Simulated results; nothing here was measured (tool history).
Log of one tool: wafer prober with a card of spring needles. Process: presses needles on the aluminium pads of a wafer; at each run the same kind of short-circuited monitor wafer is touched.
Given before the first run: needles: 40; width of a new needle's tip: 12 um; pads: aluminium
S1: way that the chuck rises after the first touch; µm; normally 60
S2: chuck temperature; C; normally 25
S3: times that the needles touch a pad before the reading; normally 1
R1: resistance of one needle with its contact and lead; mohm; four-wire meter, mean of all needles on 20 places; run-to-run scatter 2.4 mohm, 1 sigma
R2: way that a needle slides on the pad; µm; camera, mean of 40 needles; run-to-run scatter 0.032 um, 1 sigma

| run | day | S1 | S2 | S3 | R1 | R2 |
|---|---|---|---|---|---|---|
| 1 | 0 | 60 | 25 | 1 | 268 | 15.43 |
|  | 0.358 | tips cleaned on abrasive film |
| 2 | 0.433 | 60 | 25 | 1 | 270 | 15.46 |
| 3 | 0.825 | 60 | 25 | 1 | 268 | 15.45 |
| 4 | 1.038 | 60 | 25 | 1 | 268 | 15.47 |
|  | 1.212 | tips cleaned on abrasive film |
| 5 | 1.329 | 60 | 25 | 1 | 271 | 15.43 |
| 6 | 1.538 | 42 | 25 | 1 | 275 | 10.83 |
| 7 | 1.975 | 60 | 25 | 3 | 269 | 15.48 |
|  | 2.079 | tips cleaned on abrasive film |
| 8 | 2.204 | 60 | 25 | 3 | 267 | 15.46 |
| 9 | 2.467 | 60 | 25 | 1 | 270 | 15.48 |
| 10 | 2.871 | 60 | 25 | 1 | 268 | 15.41 |
|  | 2.946 | tips cleaned on abrasive film |
| 11 | 3.329 | 54 | 28 | 1 | 269 | 13.89 |

Run 12 has not been measured yet. What should we expect?
| 12 | 3.6 | 54 | 28 | 1 | ? | ? |

{"run 12": {"R1": 273, "R2": 13.87}}
Take away the tool's hidden state, keep the run-to-run variation as it was, and the same run would have given R1 273 mohm, R2 13.87 µm.

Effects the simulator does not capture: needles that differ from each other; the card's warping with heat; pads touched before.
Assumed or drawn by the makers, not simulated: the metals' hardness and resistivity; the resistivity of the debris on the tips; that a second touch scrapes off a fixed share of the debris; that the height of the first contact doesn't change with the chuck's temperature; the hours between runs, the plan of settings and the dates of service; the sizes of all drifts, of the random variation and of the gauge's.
